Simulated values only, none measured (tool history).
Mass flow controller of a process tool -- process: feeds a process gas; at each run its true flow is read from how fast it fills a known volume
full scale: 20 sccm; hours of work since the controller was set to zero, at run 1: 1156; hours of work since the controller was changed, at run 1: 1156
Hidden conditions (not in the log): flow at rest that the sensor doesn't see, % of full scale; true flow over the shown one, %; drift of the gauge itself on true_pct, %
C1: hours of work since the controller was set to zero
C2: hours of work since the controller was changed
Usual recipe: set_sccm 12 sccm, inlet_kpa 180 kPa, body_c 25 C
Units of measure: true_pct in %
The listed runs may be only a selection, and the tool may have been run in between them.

Run 1, day 0: usual settings; C1 1156; C2 1156. Result: true_pct 99.89 %.
Run 2, day 9.271: usual settings; C1 1280; C2 1280. Result: true_pct 100.03 %.
Run 3, day 13.054: usual settings; C1 1331; C2 1331. Result: true_pct 100.06 %.
Run 4, day 20.288: usual settings; C1 1427; C2 1427. Result: true_pct 100.09 %.
Run 5, day 25.5: usual settings; C1 1497; C2 1497. Result: true_pct 100.1 %.
Run 6, day 29.388: usual settings; C1 1549; C2 1549. Result: true_pct 100.13 %.
Run 7, day 38.325: usual settings; C1 1669; C2 1669. Result: true_pct 100.31 %.
Run 8, day 47.7: usual settings; C1 1794; C2 1794. Result: true_pct 100.27 %.
Run 9, day 52.612: usual settings; C1 1860; C2 1860. Result: true_pct 100.49 %.
Run 10, day 57.392: usual settings; C1 1924; C2 1924. Result: true_pct 100.33 %.
Run 11, day 61.638: usual settings but set_sccm 3 sccm; C1 1980; C2 1980. Result: true_pct 102.43 %.
Run 12, day 66.392: usual settings; C1 2044; C2 2044. Result: true_pct 100.55 %.
Run 13, day 71.904: usual settings; C1 2118; C2 2118. Result: true_pct 100.51 %.
Run 14, day 77.529: usual settings; C1 2193; C2 2193. Result: true_pct 100.66 %.
Run 15, day 83.596: usual settings but body_c 28 C; C1 2274; C2 2274. Result: true_pct 100.78 %.
Run 16, day 91.75: usual settings but body_c 28 C; C1 2383; C2 2383. Result: true_pct 100.9 %.
Run 17, day 98.254: usual settings but body_c 28 C; C1 2470; C2 2470. Result: true_pct 100.96 %.
Run 18, day 104.046: usual settings but set_sccm 19 sccm, inlet_kpa 168 kPa, body_c 21 C; C1 2548; C2 2548. Result: true_pct 100.97 %.
Run 19, day 113.1: usual settings but set_sccm 6 sccm, inlet_kpa 152 kPa, body_c 20 C; C1 2669; C2 2669. Result: true_pct 101.52 %.
Run 20, day 117.908: usual settings but set_sccm 16 sccm, inlet_kpa 208 kPa, body_c 39 C; C1 2733; C2 2733. Result: true_pct 101.68 %.
Run 21, day 121.742: usual settings but set_sccm 17 sccm, inlet_kpa 208 kPa, body_c 39 C; C1 2784; C2 2784. Result: true_pct 101.85 %.
Run 22, day 127.562: usual settings but inlet_kpa 230 kPa; C1 2862; C2 2862. Result: true_pct 100.82 %.
Run 23, day 132.779: usual settings but inlet_kpa 230 kPa; C1 2932; C2 2932. Result: true_pct 100.86 %.
Run 24, day 141.721: usual settings but inlet_kpa 230 kPa; C1 3051; C2 3051. Result: true_pct 100.96 %.
Run 25, day 149.812: usual settings but set_sccm 4 sccm, inlet_kpa 260 kPa; C1 3160; C2 3160. Result: true_pct 103.07 %.
Run 26, day 156.479: usual settings but body_c 23 C; C1 3249; C2 3249. Result: true_pct 101.2 %.
Run 27, day 162.512: usual settings but body_c 23 C; C1 3329; C2 3329. Result: true_pct 101.1 %.
Run 28, day 168.696: usual settings; C1 3412; C2 3412. Result: true_pct 101.3 %.
Run 29, day 172.896: usual settings but set_sccm 18 sccm, body_c 23 C; C1 3468; C2 3468. Result: true_pct 101.28 %.
Run 30, day 181.104: usual settings but set_sccm 5 sccm, inlet_kpa 148 kPa, body_c 24 C; C1 3578; C2 3578. Result: true_pct 103.31 %.
Run 31, day 186.742: usual settings but set_sccm 4 sccm, body_c 29 C; C1 3654; C2 3654. Result: true_pct 104.45 %.
Run 32, day 191.196: usual settings but set_sccm 4 sccm, body_c 29 C; C1 3713; C2 3713. Result: true_pct 104.61 %.
Run 33, day 198.4: usual settings but set_sccm 4 sccm, body_c 29 C; C1 3809; C2 3809. Result: true_pct 104.82 %.
Run 34, day 204.308: usual settings but body_c 24 C; C1 3888; C2 3888. Result: true_pct 101.7 %.

Same runs, no hidden state in the tool, same run-to-run variation:
run  true_pct
  1     99.28
  2     99.34
  3     99.34
  4      99.3
  5     99.28
  6     99.27
  7     99.38
  8     99.25
  9     99.43
 10     99.23
 11     98.39
 12     99.37
 13     99.28
 14     99.39
 15     99.45
 16      99.5
 17     99.51
 18     99.93
 19     98.66
 20    100.39
 21    100.59
 22     99.12
 23     99.11
 24     99.14
 25     98.15
 26     99.25
 27      99.1
 28     99.24
 29     99.73
 30     98.76
 31     98.78
 32     98.84
 33     98.89
 34     99.34
